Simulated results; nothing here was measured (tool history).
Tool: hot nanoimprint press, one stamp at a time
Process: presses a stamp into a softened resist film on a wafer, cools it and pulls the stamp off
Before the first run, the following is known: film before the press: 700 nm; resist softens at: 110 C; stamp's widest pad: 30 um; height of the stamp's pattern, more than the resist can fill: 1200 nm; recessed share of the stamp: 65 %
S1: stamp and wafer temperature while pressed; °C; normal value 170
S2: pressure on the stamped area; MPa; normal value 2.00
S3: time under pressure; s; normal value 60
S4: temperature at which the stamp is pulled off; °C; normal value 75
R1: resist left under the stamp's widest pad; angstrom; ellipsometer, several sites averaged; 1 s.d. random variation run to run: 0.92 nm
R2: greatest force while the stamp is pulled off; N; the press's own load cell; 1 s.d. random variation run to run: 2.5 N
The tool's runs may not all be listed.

Run 1, hour 0.0: usual settings. Result: R1 3079 angstrom, R2 171 N.
Run 2, hour 5.4: usual settings. Result: R1 3093 angstrom, R2 174 N.
Run 3, hour 10.2: usual settings. Result: R1 3085 angstrom, R2 170 N.
Run 4, hour 20.3: usual settings. Result: R1 3063 angstrom, R2 175 N.
Run 5, hour 25.8: usual settings. Result: R1 3067 angstrom, R2 175 N.
Run 6, hour 34.2: usual settings but S2 1.97 MPa. Result: R1 3091 angstrom, R2 169 N.
Run 7, hour 39.2: usual settings but S2 1.97 MPa. Result: R1 3102 angstrom, R2 174 N.
Run 8, hour 49.9: usual settings but S2 1.97 MPa. Result: R1 3084 angstrom, R2 171 N.
Run 9, hour 58.4: usual settings but S2 1.97 MPa. Result: R1 3076 angstrom, R2 171 N.
Run 10, hour 69.0: usual settings but S2 1.97 MPa. Result: R1 3080 angstrom, R2 173 N.
Run 11, hour 74.7: usual settings but S2 1.97 MPa. Result: R1 3072 angstrom, R2 172 N.
Run 12, hour 84.4: usual settings but S2 1.97 MPa. Result: R1 3065 angstrom, R2 169 N.
Run 13, hour 92.1: usual settings but S3 47 s. Result: R1 3345 angstrom, R2 174 N.
At hour 94.8: gauge calibrated.
At hour 101.7: stamp cleaned and given a new release coat.
Run 14, hour 106.6: usual settings but S3 47 s, S4 71 °C. Result: R1 3382 angstrom, R2 188 N.
Run 15, hour 117.1: usual settings. Result: R1 3070 angstrom, R2 172 N.
Run 16, hour 124.3: usual settings but S3 62 s. Result: R1 3039 angstrom, R2 168 N.
Run 17, hour 135.8: usual settings but S1 164 °C, S2 1.77 MPa, S3 62 s. Result: R1 3927 angstrom, R2 175 N.
At hour 141.9: plate thermocouple calibrated.
Run 18, hour 144.1: usual settings but S1 164 °C, S2 1.77 MPa, S3 62 s. Result: R1 3907 angstrom, R2 175 N.
Run 19, hour 155.3: usual settings but S2 2.89 MPa, S3 52 s. Result: R1 2759 angstrom, R2 171 N.
Run 20, hour 165.1: usual settings but S2 2.89 MPa, S3 52 s. Result: R1 2742 angstrom, R2 168 N.
Run 21, hour 170.5: usual settings but S2 1.40 MPa, S3 52 s, S4 80 °C. Result: R1 3685 angstrom, R2 152 N.
Run 22, hour 181.5: usual settings but S2 1.40 MPa, S3 52 s, S4 80 °C. Result: R1 3718 angstrom, R2 156 N.
Run 23, hour 186.6: usual settings but S1 181 °C, S2 1.87 MPa, S3 52 s, S4 80 °C. Result: R1 2261 angstrom, R2 150 N.
Run 24, hour 197.5: usual settings but S1 181 °C, S2 1.68 MPa, S3 113 s, S4 80 °C. Result: R1 1680 angstrom, R2 151 N.
Run 25, hour 208.5: usual settings but S1 168 °C, S2 1.80 MPa, S3 31 s, S4 81 °C. Result: R1 4251 angstrom, R2 149 N.
Run 26, hour 218.4: usual settings but S1 165 °C, S2 1.45 MPa. Result: R1 4038 angstrom, R2 171 N.
Run 27, hour 223.5: usual settings but S1 165 °C, S2 1.45 MPa, S4 81 °C. Result: R1 4039 angstrom, R2 148 N.
Run 28, hour 230.8: usual settings but S2 1.81 MPa, S4 64 °C. Result: R1 3154 angstrom, R2 211 N.
Run 29, hour 241.3: usual settings but S1 164 °C, S2 1.81 MPa, S3 56 s, S4 71 °C. Result: R1 3960 angstrom, R2 185 N.

Consider 5 possible next runs. They are alternatives, not a sequence: every one starts from the tool as it was left by run 29. What does each give?
Run A, hour 246.5: usual settings but S1 165 °C, S2 1.81 MPa, S3 56 s, S4 71 °C. Result: R1 ?, R2 ?.
Run B, hour 246.5: usual settings but S1 171 °C, S2 1.81 MPa, S3 56 s, S4 71 °C. Result: R1 ?, R2 ?.
Run C, hour 246.5: usual settings but S1 160 °C, S2 1.81 MPa, S3 35 s. Result: R1 ?, R2 ?.
Run D, hour 246.5: usual settings but S1 174 °C, S2 2.18 MPa, S3 56 s, S4 71 °C. Result: R1 ?, R2 ?.
Run E, hour 246.5: usual settings but S2 2.14 MPa, S3 101 s, S4 60 °C. Result: R1 ?, R2 ?.

run    R1   R2
  A  3831  190
  B  3096  185
  C  5047  171
  D  2593  184
  E  2353  220
Take away the tool's hidden state, keep each run's random variation, and the runs would have read:
run    R1   R2
  A  3929  189
  B  3176  184
  C  5177  170
  D  2660  183
  E  2413  219
